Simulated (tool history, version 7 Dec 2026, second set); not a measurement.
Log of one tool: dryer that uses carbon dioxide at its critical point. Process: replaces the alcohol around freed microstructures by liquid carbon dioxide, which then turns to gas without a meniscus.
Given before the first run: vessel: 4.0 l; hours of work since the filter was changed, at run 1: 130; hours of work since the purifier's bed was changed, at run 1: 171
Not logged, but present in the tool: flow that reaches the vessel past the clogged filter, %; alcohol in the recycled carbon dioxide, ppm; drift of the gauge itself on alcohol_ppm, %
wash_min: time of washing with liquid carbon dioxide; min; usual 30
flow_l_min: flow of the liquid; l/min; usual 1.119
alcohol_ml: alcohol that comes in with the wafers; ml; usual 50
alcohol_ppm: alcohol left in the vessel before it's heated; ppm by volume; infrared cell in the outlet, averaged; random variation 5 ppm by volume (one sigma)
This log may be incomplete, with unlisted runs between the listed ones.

run	day	wash_min	flow_l_min	alcohol_ml	hours of work since the filter was changed	hours of work since the purifier's bed was changed	alcohol_ppm
1	0.000	30	1.119	50	130	171	102
2	0.529	30	1.119	50	136	177	97
3	1.321	26	1.119	50	144	186	156
4	1.942	26	1.119	50	151	193	158
5	2.562	26	1.119	50	158	200	160
6	3.646	27	1.119	50	170	212	150
7	4.117	30	1.119	98	175	217	172
8	4.779	30	1.119	98	183	224	171
9	5.742	30	1.119	98	193	235	184
10	6.492	30	1.119	98	201	243	187
11	7.158	30	1.119	98	209	250	208
# day 7.329: inlet filter changed
12	8.008	30	1.119	50	8	259	96
13	8.792	28	1.119	50	16	268	115
14	9.862	30	1.119	50	28	280	122
15	10.862	30	1.119	71	39	291	129
16	11.679	30	1.119	71	48	300	126
17	12.483	30	1.080	50	57	308	131
18	13.179	30	1.119	50	64	316	125
19	14.083	30	1.119	50	74	326	133
20	15.108	30	1.270	50	86	337	115
21	16.154	30	1.119	38	97	349	124
22	17.108	21	0.870	70	108	359	833
23	18.083	21	1.660	45	118	370	144
24	18.912	21	0.830	30	128	379	495
25	19.792	30	1.119	34	137	389	144
26	20.450	30	1.119	34	144	396	156
27	21.146	34	0.970	60	152	404	178
28	21.675	34	0.970	60	158	410	179
29	22.717	24	1.160	120	169	421	440

Run 30 has not been measured yet. What should we expect?
30	23.246	24	1.160	51	175	427	?

{"run 30": {"alcohol_ppm": 267}}
The same run, on a tool lacking any hidden state, would have yielded alcohol_ppm 69 ppm by volume.
